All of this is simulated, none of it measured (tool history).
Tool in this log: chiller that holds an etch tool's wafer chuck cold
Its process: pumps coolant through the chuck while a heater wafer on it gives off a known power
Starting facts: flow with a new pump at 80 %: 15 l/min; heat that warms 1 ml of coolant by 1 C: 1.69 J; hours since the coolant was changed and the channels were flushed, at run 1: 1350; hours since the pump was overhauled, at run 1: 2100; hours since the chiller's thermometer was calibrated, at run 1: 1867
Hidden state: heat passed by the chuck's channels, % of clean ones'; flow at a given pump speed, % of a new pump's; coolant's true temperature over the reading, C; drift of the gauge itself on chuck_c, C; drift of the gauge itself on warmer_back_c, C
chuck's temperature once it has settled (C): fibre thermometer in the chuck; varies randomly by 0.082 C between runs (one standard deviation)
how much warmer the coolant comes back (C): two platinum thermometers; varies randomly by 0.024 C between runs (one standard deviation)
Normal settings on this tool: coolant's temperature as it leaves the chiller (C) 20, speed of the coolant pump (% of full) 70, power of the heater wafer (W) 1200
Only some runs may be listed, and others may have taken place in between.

run	hour	coolant's temperature as it leaves the chiller (C)	speed of the coolant pump (% of full)	power of the heater wafer (W)	hours since the coolant was changed and the channels were flushed	hours since the pump was overhauled	hours since the chiller's thermometer was calibrated	chuck's temperature once it has settled (C)	how much warmer the coolant comes back (C)
1	0.0	20	70	1200	1350	2100	1867	29.61	3.35
2	40.6	20	70	1200	1391	2140	1908	29.58	3.31
3	110.6	20	70	1200	1461	2210	1978	29.61	3.36
4	190.7	13	70	1200	1541	2290	2058	22.66	3.39
5	226.6	20	70	1200	1577	2326	2094	29.75	3.40
6	288.9	20	70	1200	1639	2389	2156	29.64	3.35
7	356.0	20	70	677	1706	2456	2223	25.44	1.85
# hour 361.9: chiller's thermometer calibrated
8	420.5	20	70	762	1770	2519	59	26.12	2.15
9	477.3	26	65	762	1826	2576	115	32.36	2.31
10	557.7	19	70	875	1907	2656	196	26.07	2.49
# hour 566.2: chiller's thermometer calibrated, once more
11	635.1	19	70	875	1983	2733	69	26.13	2.48
12	677.0	22	70	1265	2025	2775	111	32.21	3.55
13	754.3	19	82	1778	2102	2852	188	31.91	4.21
14	800.3	10	77	609	2148	2898	234	14.55	1.57
15	866.3	14	77	1193	2214	2964	300	23.20	3.04

Pick out some run-to-run changes in chuck's temperature once it has settled (C). Of each, how much would a tool without hidden state show as well, from the settings, what came in and chance, and how much is left for the hidden state and any gauge scatter not in both results compared?
Run 13 -> 14: coolant's temperature as it leaves the chiller (C) 19 -> 10, speed of the coolant pump (% of full) 82 -> 77, power of the heater wafer (W) 1778 -> 609. chuck's temperature once it has settled (C) -17.36: hidden state -0.38, all else -16.98.
